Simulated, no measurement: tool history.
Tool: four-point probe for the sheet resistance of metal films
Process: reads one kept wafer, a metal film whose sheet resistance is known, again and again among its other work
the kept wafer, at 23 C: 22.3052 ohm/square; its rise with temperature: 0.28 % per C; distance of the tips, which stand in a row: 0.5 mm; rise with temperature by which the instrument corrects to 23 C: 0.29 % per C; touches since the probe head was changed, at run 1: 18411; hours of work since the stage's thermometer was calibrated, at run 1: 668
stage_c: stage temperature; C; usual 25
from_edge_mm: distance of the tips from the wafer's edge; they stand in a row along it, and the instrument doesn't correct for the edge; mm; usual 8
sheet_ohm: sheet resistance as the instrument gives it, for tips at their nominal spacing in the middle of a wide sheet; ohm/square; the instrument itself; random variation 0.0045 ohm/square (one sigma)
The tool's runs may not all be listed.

run,hour,stage_c,from_edge_mm,touches since the probe head was changed,hours of work since the stage's thermometer was calibrated,sheet_ohm
1,0.0,25,8,18411,668,22.249832
2,37.8,25,8,19148,686,22.239738
3,69.9,24,8,19772,702,22.259533
4,92.1,24,8,20206,713,22.253313
5,124.6,24,8,20839,729,22.247097
6,165.6,24,8,21637,749,22.245648
7,208.7,33,8,22476,770,22.226867
8,231.0,33,8,22912,780,22.224931
9,261.2,33,8,23501,795,22.229499
10,286.8,25,8,23999,808,22.248436
11,332.6,25,8,24891,830,22.255606
12,379.9,25,7,25812,853,22.264525
13,400.8,25,7,26219,863,22.269881
14,438.3,25,7,26951,881,22.260262
15,483.0,25,7,27822,903,22.270931
16,508.2,25,7,28313,915,22.268445
17,535.3,25,7,28840,929,22.265664
18,568.8,28,8,29493,945,22.247855
# hour 571.4: stage's thermometer calibrated
19,616.0,25,51,30403,22,22.202951
20,643.3,19,8,30935,35,22.264541
21,665.2,19,8,31362,46,22.267952
22,703.1,19,8,32100,64,22.269087
23,735.9,19,8,32740,80,22.274144
24,756.6,27,32,33143,90,22.197028
# hour 786.8: stage's thermometer calibrated, once more
25,787.3,27,32,33731,0,22.217843
26,819.8,27,32,34365,16,22.218351
27,846.5,27,32,34884,29,22.218140
28,891.5,20,26,35760,51,22.237422
29,920.7,28,38,36329,65,22.210889
30,954.4,19,44,36986,82,22.251995
31,978.7,34,8,37461,93,22.239759
32,1022.9,34,8,38321,115,22.249071
33,1052.9,34,8,38905,130,22.248730
34,1096.4,34,8,39754,151,22.240888
35,1117.9,34,8,40173,161,22.248807
36,1149.4,34,8,40785,176,22.246788
37,1187.8,28,21,41534,195,22.227007
38,1209.2,25,73,41951,206,22.232525

Forecast run 39:
39,1239.6,21,6,42543,220,?

{"run 39": {"sheet_ohm": 22.32688}}
Without the tool's hidden state the same run would have given sheet_ohm 22.397722 ohm/square.
